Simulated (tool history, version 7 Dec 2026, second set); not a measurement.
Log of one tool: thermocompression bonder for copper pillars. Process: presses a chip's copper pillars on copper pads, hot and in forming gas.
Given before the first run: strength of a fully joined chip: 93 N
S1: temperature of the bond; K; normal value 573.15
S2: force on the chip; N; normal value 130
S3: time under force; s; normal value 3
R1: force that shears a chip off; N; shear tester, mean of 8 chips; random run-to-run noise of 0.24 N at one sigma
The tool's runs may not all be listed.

run,hour,S1,S2,S3,R1
1,0,573.15,130,3,49.4
2,27.1,573.15,130,3,49.5
3,48.8,573.15,130,3,49.2
4,61,573.15,130,3,49.9
5,74.9,573.15,130,3,49.7
6,94.3,573.15,130,3,49.6
7,108.2,573.15,130,3,49.4
8,122.9,573.15,130,3,49.5
9,145.1,573.15,130,3,49.4
10,173.4,573.15,130,3,48.8
11,186.1,573.15,130,3,48.8
12,205.7,549.15,130,3,36.5
13,222.2,549.15,130,3,36.1
14,246.7,573.15,130,4,53.9
15,274.9,545.15,130,3,34.3
16,300.5,573.15,130,5,56.5
17,317.2,573.15,130,5,55.8
18,329.6,573.15,130,5,55.5
19,356,573.15,130,4,52.9

Run 20, settings as shown, results not yet in. Your forecast:
# hour 365.3: heater calibrated with a thermocouple chip
20,376,573.15,130,3,?

Logged for run 20: R1 43.3 N.
If the tool had no hidden condition, the same run with the same run-to-run variation would have returned R1 48.6 N.

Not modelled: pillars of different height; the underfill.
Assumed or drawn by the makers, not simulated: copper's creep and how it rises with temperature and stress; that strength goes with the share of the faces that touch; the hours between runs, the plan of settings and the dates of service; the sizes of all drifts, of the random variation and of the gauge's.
